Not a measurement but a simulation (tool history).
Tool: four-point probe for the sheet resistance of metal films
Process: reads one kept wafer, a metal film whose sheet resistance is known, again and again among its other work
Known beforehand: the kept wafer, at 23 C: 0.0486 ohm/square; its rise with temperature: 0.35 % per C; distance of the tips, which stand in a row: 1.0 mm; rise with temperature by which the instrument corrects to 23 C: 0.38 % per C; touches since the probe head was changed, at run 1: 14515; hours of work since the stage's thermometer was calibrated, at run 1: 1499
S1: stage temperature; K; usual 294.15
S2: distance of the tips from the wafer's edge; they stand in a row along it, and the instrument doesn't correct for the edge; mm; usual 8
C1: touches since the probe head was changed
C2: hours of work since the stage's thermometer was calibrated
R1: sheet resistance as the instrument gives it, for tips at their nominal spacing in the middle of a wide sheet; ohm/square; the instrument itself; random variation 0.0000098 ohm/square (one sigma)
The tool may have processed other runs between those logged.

run 1 hour=0 | S1=294.15 S2=8 | C1=14515 C2=1499 | R1=0.049005
run 2 hour=20.6 | S1=301.15 S2=8 | C1=14825 C2=1510 | R1=0.048905
run 3 hour=45.5 | S1=299.15 S2=8 | C1=15198 C2=1522 | R1=0.048926
run 4 hour=71.1 | S1=299.15 S2=8 | C1=15584 C2=1535 | R1=0.048923
run 5 hour=113.2 | S1=299.15 S2=8 | C1=16215 C2=1556 | R1=0.048941
run 6 hour=156.4 | S1=299.15 S2=8 | C1=16864 C2=1578 | R1=0.048934
run 7 hour=174.4 | S1=299.15 S2=8 | C1=17134 C2=1587 | R1=0.048931
run 8 hour=195.5 | S1=299.15 S2=8 | C1=17451 C2=1597 | R1=0.048924
run 9 hour=232.2 | S1=293.15 S2=8 | C1=18003 C2=1616 | R1=0.049038
run 10 hour=254.7 | S1=293.15 S2=8 | C1=18340 C2=1627 | R1=0.049038
run 11 hour=283.2 | S1=294.15 S2=8 | C1=18769 C2=1641 | R1=0.049018
run 12 hour=322.2 | S1=294.15 S2=8 | C1=19354 C2=1661 | R1=0.049026
run 13 hour=353.6 | S1=294.15 S2=8 | C1=19826 C2=1676 | R1=0.049017
run 14 hour=389.4 | S1=294.15 S2=8 | C1=20363 C2=1694 | R1=0.049038
run 15 hour=431.3 | S1=294.15 S2=8 | C1=20993 C2=1715 | R1=0.049032
run 16 hour=456.1 | S1=294.15 S2=8 | C1=21366 C2=1728 | R1=0.049033
run 17 hour=488.3 | S1=294.15 S2=32 | C1=21849 C2=1744 | R1=0.04864
run 18 hour=510.5 | S1=294.15 S2=32 | C1=22183 C2=1755 | R1=0.048659
-- hour=514.4 stage's thermometer calibrated
run 19 hour=554.1 | S1=294.15 S2=32 | C1=22829 C2=20 | R1=0.048691
run 20 hour=574.3 | S1=294.15 S2=32 | C1=23133 C2=30 | R1=0.048695
run 21 hour=606 | S1=295.15 S2=8 | C1=23609 C2=46 | R1=0.049057
run 22 hour=632.3 | S1=294.15 S2=8 | C1=24004 C2=59 | R1=0.049077
run 23 hour=674.5 | S1=299.15 S2=23 | C1=24638 C2=80 | R1=0.048632
run 24 hour=694.2 | S1=299.15 S2=23 | C1=24933 C2=90 | R1=0.048637
run 25 hour=721.1 | S1=294.15 S2=6 | C1=25338 C2=103 | R1=0.049397
run 26 hour=758.8 | S1=300.15 S2=6 | C1=25904 C2=122 | R1=0.049301
-- hour=774.1 stage's thermometer calibrated, once more
run 27 hour=777.9 | S1=292.15 S2=32 | C1=26184 C2=2 | R1=0.048618
run 28 hour=815.1 | S1=304.15 S2=5 | C1=26743 C2=21 | R1=0.04943
run 29 hour=845.7 | S1=294.15 S2=42 | C1=27201 C2=36 | R1=0.048558
run 30 hour=875.8 | S1=297.15 S2=34 | C1=27654 C2=51 | R1=0.048549
run 31 hour=914.7 | S1=297.15 S2=34 | C1=28238 C2=70 | R1=0.048542
run 32 hour=937.3 | S1=300.15 S2=37 | C1=28578 C2=82 | R1=0.048481
run 33 hour=978.4 | S1=293.15 S2=61 | C1=29194 C2=102 | R1=0.048595
run 34 hour=1017 | S1=294.15 S2=4 | C1=29775 C2=122 | R1=0.05015
run 35 hour=1051 | S1=294.15 S2=4 | C1=30285 C2=139 | R1=0.050141
run 36 hour=1090.5 | S1=307.15 S2=19 | C1=30878 C2=158 | R1=0.048456
run 37 hour=1129.1 | S1=297.15 S2=8 | C1=31458 C2=178 | R1=0.048929
run 38 hour=1151.8 | S1=300.15 S2=11 | C1=31798 C2=189 | R1=0.048699
run 39 hour=1194.2 | S1=306.15 S2=4 | C1=32436 C2=210 | R1=0.049955
run 40 hour=1217.7 | S1=306.15 S2=4 | C1=32788 C2=222 | R1=0.049965
run 41 hour=1250 | S1=306.15 S2=4 | C1=33274 C2=238 | R1=0.04995
run 42 hour=1281 | S1=293.15 S2=16 | C1=33740 C2=254 | R1=0.048698
run 43 hour=1320.2 | S1=293.15 S2=16 | C1=34328 C2=273 | R1=0.048699

The logged runs with the hidden state left out (each run's random variation unchanged):
Unlogged tool condition in this case: inner tips' distance over the nominal, %; tips' flats over new ones', %; wafer's true temperature over the reading, C; drift of the gauge itself on sheet_ohm, %.
run=1 R1=0.049036
run=2 R1=0.048936
run=3 R1=0.048956
run=4 R1=0.048951
run=5 R1=0.048967
run=6 R1=0.048957
run=7 R1=0.048952
run=8 R1=0.048944
run=9 R1=0.049054
run=10 R1=0.049053
run=11 R1=0.049032
run=12 R1=0.049037
run=13 R1=0.049027
run=14 R1=0.049045
run=15 R1=0.049036
run=16 R1=0.049036
run=17 R1=0.048641
run=18 R1=0.048658
run=19 R1=0.048661
run=20 R1=0.048664
run=21 R1=0.049024
run=22 R1=0.049042
run=23 R1=0.048597
run=24 R1=0.048601
run=25 R1=0.049356
run=26 R1=0.04926
run=27 R1=0.048699
run=28 R1=0.049509
run=29 R1=0.048635
run=30 R1=0.048623
run=31 R1=0.048615
run=32 R1=0.048551
run=33 R1=0.048663
run=34 R1=0.050218
run=35 R1=0.050207
run=36 R1=0.048517
run=37 R1=0.048989
run=38 R1=0.048757
run=39 R1=0.050012
run=40 R1=0.050021
run=41 R1=0.050003
run=42 R1=0.048748
run=43 R1=0.048747
